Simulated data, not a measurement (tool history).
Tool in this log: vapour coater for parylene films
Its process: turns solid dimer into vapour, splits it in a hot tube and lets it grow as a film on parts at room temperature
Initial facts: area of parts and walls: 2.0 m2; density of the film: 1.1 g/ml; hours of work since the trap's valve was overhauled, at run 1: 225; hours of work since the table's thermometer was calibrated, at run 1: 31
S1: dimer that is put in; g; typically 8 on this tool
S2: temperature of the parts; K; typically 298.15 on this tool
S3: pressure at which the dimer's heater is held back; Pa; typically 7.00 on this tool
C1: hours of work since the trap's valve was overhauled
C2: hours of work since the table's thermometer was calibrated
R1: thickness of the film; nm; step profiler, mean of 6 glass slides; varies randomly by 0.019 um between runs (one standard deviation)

run    hour  S1      S2     S3   C1   C2    R1
  1     0.0   8  298.15   7.00  225   31  2530
       32.9  -- trap's valve overhauled
  2    34.8   8  298.15   7.00    1   48  2440
  3    65.3   8  298.15   7.00   19   66  2410
  4    85.1   8  298.15   7.00   30   78  2400
       93.5  -- trap's valve overhauled, once more
  5   102.2   8  298.15   7.00    5   85  2640
  6   121.2   8  298.15   7.00   16   96  2640
  7   146.5   8  298.15   7.00   31  111  2640
  8   177.8   8  298.15   7.00   49  129  2600
  9   199.6   8  298.15   7.00   61  141  2620
 10   226.8   8  298.15   7.00   77  157  2590
 11   256.8   8  298.15   7.00   94  174  2590
 12   281.5   8  298.15   7.00  109  189  2580
 13   294.7   8  298.15   7.00  116  196  2570
 14   324.5   8  298.15   7.00  133  213  2560
 15   337.3   8  298.15   7.00  141  221  2530
 16   357.6   8  298.15   7.00  152  232  2520
 17   386.3   8  298.15   7.00  169  249  2520
 18   404.1   8  298.15   7.00  179  259  2520
 19   422.9   8  297.15   7.00  190  270  2590
 20   447.9   8  297.15   7.00  205  285  2570
 21   471.7   8  297.15   7.00  218  298  2560
 22   487.8   8  297.15   7.00  228  308  2540
 23   503.2   8  297.15   7.00  236  317  2560
      515.0  -- trap's valve overhauled
 24   534.6   8  297.15   7.00   11  332  2700
 25   565.8   8  297.15   3.44   29  350  2880
 26   587.3   8  298.15   6.00   42  363  2700
 27   603.7   7  292.15   3.26   51  372  2860
 28   619.6   7  306.15   7.00   60  381  1840
 29   646.5   5  298.15  11.47   76  397  1570
 30   676.0  12  295.15   3.05   93  414  4480
 31   693.6  13  298.15   7.00  103  424  4200
 32   712.0   7  298.15   2.07  114  435  2490
 33   727.6  10  305.15   6.80  123  444  2700
 34   741.4  10  295.15   7.00  131  452  3410
 35   771.7  11  295.15   3.12  148  469  4040
 36   798.5   9  301.15   7.49  164  485  2550
 37   812.8   9  301.15   7.49  172  493  2600
 38   838.0   9  302.15   7.49  186  507  2500
 39   860.5   9  302.15   7.49  199  520  2500
 40   873.9   8  292.15   3.69  207  528  3070
 41   903.8   8  292.15   3.69  224  545  3060
 42   919.5   4  293.15   5.51  234  555  1440
      936.7  -- trap's valve overhauled
 43   946.3  11  298.15   2.16    6  568  4010
 44   960.7   8  305.15   2.25   14  576  2430
 45   975.5   4  306.15   7.00   22  584  1080
 46  1005.1   6  298.15   3.05   40  602  2110

Below, each run's measurement less what the same run would have read without the hidden state. Both values contain the same run-to-run variation, but the gauge's scatter may not be the same in both:
What the log doesn't record here: vapour lost through the trap's worn valve, %; true temperature of the parts over the reading, C; drift of the gauge itself on film_um, %.
run    R1
  1  -160
  2  -230
  3  -240
  4  -260
  5    +0
  6   -10
  7   -10
  8   -30
  9   -30
 10   -50
 11   -70
 12   -80
 13   -80
 14   -90
 15  -100
 16  -100
 17  -120
 18  -130
 19  -140
 20  -150
 21  -160
 22  -170
 23  -170
 24   -20
 25   -40
 26   -40
 27   -50
 28   -40
 29   -40
 30  -130
 31  -140
 32   -90
 33  -100
 34  -140
 35  -180
 36  -130
 37  -140
 38  -140
 39  -150
 40  -200
 41  -210
 42  -110
 43   +10
 44    +0
 45    +0
 46   -10
